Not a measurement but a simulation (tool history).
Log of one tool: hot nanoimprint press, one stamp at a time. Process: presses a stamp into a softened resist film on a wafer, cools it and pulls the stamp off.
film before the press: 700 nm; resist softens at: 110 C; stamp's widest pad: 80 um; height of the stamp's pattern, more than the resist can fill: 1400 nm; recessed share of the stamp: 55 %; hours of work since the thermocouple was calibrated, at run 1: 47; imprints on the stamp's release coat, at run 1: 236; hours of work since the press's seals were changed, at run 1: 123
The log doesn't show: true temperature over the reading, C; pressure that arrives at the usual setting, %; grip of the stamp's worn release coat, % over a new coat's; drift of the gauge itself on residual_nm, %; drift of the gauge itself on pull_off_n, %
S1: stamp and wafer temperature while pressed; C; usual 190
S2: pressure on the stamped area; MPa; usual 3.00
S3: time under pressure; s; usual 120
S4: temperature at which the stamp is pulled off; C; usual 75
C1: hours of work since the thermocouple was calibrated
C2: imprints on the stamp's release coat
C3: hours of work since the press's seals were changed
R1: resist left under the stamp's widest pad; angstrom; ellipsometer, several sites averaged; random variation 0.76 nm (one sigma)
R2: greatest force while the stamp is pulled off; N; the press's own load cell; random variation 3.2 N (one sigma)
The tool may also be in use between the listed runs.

{"run": 1, "hour": 0.0, "S1": 190, "S2": 3.0, "S3": 120, "S4": 75, "C1": 47, "C2": 236, "C3": 123, "R1": 3685, "R2": 174}
{"run": 2, "hour": 10.5, "S1": 190, "S2": 3.0, "S3": 120, "S4": 66, "C1": 54, "C2": 269, "C3": 130, "R1": 3689, "R2": 213}
{"run": 3, "hour": 21.4, "S1": 190, "S2": 3.0, "S3": 120, "S4": 70, "C1": 61, "C2": 303, "C3": 137, "R1": 3668, "R2": 192}
{"run": 4, "hour": 27.6, "S1": 190, "S2": 3.0, "S3": 120, "S4": 70, "C1": 65, "C2": 323, "C3": 141, "R1": 3689, "R2": 201}
{"run": 5, "hour": 38.3, "S1": 190, "S2": 3.0, "S3": 120, "S4": 70, "C1": 72, "C2": 356, "C3": 147, "R1": 3680, "R2": 194}
{"run": 6, "hour": 45.8, "S1": 190, "S2": 3.0, "S3": 84, "S4": 75, "C1": 76, "C2": 380, "C3": 152, "R1": 4163, "R2": 180}
{"run": 7, "hour": 55.5, "S1": 190, "S2": 3.0, "S3": 84, "S4": 75, "C1": 82, "C2": 411, "C3": 158, "R1": 4144, "R2": 185}
{"run": 8, "hour": 62.4, "S1": 190, "S2": 3.0, "S3": 84, "S4": 75, "C1": 87, "C2": 433, "C3": 163, "R1": 4147, "R2": 184}
{"run": 9, "hour": 72.0, "S1": 190, "S2": 3.0, "S3": 84, "S4": 75, "C1": 93, "C2": 463, "C3": 169, "R1": 4168, "R2": 182}
{"run": 10, "hour": 78.6, "S1": 190, "S2": 3.0, "S3": 120, "S4": 75, "C1": 97, "C2": 483, "C3": 173, "R1": 3689, "R2": 187}
{"run": 11, "hour": 87.4, "S1": 190, "S2": 3.0, "S3": 151, "S4": 75, "C1": 103, "C2": 511, "C3": 178, "R1": 3383, "R2": 188}
{"run": 12, "hour": 98.1, "S1": 190, "S2": 3.0, "S3": 120, "S4": 67, "C1": 109, "C2": 545, "C3": 185, "R1": 3687, "R2": 214}
{"run": 13, "hour": 106.2, "S1": 190, "S2": 3.0, "S3": 120, "S4": 67, "C1": 114, "C2": 570, "C3": 190, "R1": 3693, "R2": 219}
{"hour": 110.1, "done": "plate thermocouple calibrated"}
{"run": 14, "hour": 113.8, "S1": 190, "S2": 3.0, "S3": 120, "S4": 67, "C1": 2, "C2": 585, "C3": 193, "R1": 3690, "R2": 217}
{"run": 15, "hour": 123.9, "S1": 190, "S2": 3.0, "S3": 120, "S4": 67, "C1": 9, "C2": 617, "C3": 200, "R1": 3684, "R2": 224}
{"run": 16, "hour": 128.7, "S1": 178, "S2": 4.12, "S3": 112, "S4": 73, "C1": 12, "C2": 632, "C3": 203, "R1": 5093, "R2": 199}
{"run": 17, "hour": 133.5, "S1": 199, "S2": 3.0, "S3": 130, "S4": 67, "C1": 15, "C2": 647, "C3": 206, "R1": 2555, "R2": 225}
{"run": 18, "hour": 140.1, "S1": 184, "S2": 3.0, "S3": 130, "S4": 67, "C1": 19, "C2": 668, "C3": 210, "R1": 4459, "R2": 222}
{"run": 19, "hour": 145.2, "S1": 201, "S2": 4.48, "S3": 202, "S4": 75, "C1": 22, "C2": 684, "C3": 213, "R1": 1609, "R2": 190}
{"hour": 151.9, "done": "plate thermocouple calibrated, once more"}
{"run": 20, "hour": 156.5, "S1": 190, "S2": 3.0, "S3": 213, "S4": 62, "C1": 3, "C2": 710, "C3": 218, "R1": 2954, "R2": 234}
{"run": 21, "hour": 163.8, "S1": 200, "S2": 4.56, "S3": 86, "S4": 75, "C1": 8, "C2": 733, "C3": 223, "R1": 2407, "R2": 193}
{"run": 22, "hour": 172.1, "S1": 200, "S2": 4.56, "S3": 86, "S4": 75, "C1": 13, "C2": 759, "C3": 228, "R1": 2411, "R2": 200}
{"run": 23, "hour": 179.4, "S1": 200, "S2": 4.56, "S3": 86, "S4": 75, "C1": 17, "C2": 782, "C3": 233, "R1": 2411, "R2": 195}
{"run": 24, "hour": 185.4, "S1": 200, "S2": 4.56, "S3": 86, "S4": 75, "C1": 21, "C2": 801, "C3": 237, "R1": 2408, "R2": 199}
{"run": 25, "hour": 191.1, "S1": 190, "S2": 3.97, "S3": 102, "S4": 82, "C1": 25, "C2": 819, "C3": 240, "R1": 3510, "R2": 169}
{"run": 26, "hour": 199.3, "S1": 190, "S2": 4.27, "S3": 120, "S4": 71, "C1": 30, "C2": 845, "C3": 245, "R1": 3197, "R2": 214}
{"run": 27, "hour": 206.8, "S1": 190, "S2": 4.27, "S3": 120, "S4": 71, "C1": 35, "C2": 868, "C3": 250, "R1": 3202, "R2": 209}
{"run": 28, "hour": 213.5, "S1": 190, "S2": 4.27, "S3": 120, "S4": 71, "C1": 39, "C2": 889, "C3": 254, "R1": 3198, "R2": 215}
{"run": 29, "hour": 221.8, "S1": 190, "S2": 4.27, "S3": 120, "S4": 71, "C1": 44, "C2": 916, "C3": 260, "R1": 3214, "R2": 220}
{"run": 30, "hour": 228.5, "S1": 190, "S2": 1.81, "S3": 81, "S4": 71, "C1": 48, "C2": 937, "C3": 264, "R1": 4907, "R2": 217}

Measured less the same run without the tool's hidden state. The same run-to-run variation is in both; the gauge's scatter may not be:
run=1 R1=+2 R2=+7
run=2 R1=+4 R2=+11
run=3 R1=+6 R2=+10
run=4 R1=+7 R2=+12
run=5 R1=+8 R2=+13
run=6 R1=+9 R2=+12
run=7 R1=+12 R2=+13
run=8 R1=+13 R2=+14
run=9 R1=+15 R2=+15
run=10 R1=+15 R2=+16
run=11 R1=+17 R2=+17
run=12 R1=+19 R2=+21
run=13 R1=+20 R2=+22
run=14 R1=+29 R2=+22
run=15 R1=+31 R2=+25
run=16 R1=+36 R2=+22
run=17 R1=+24 R2=+26
run=18 R1=+37 R2=+26
run=19 R1=+19 R2=+23
run=20 R1=+3 R2=+28
run=21 R1=+5 R2=+24
run=22 R1=+7 R2=+26
run=23 R1=+8 R2=+25
run=24 R1=+8 R2=+27
run=25 R1=+11 R2=+23
run=26 R1=+13 R2=+30
run=27 R1=+14 R2=+30
run=28 R1=+15 R2=+32
run=29 R1=+17 R2=+33
run=30 R1=+12 R2=+34
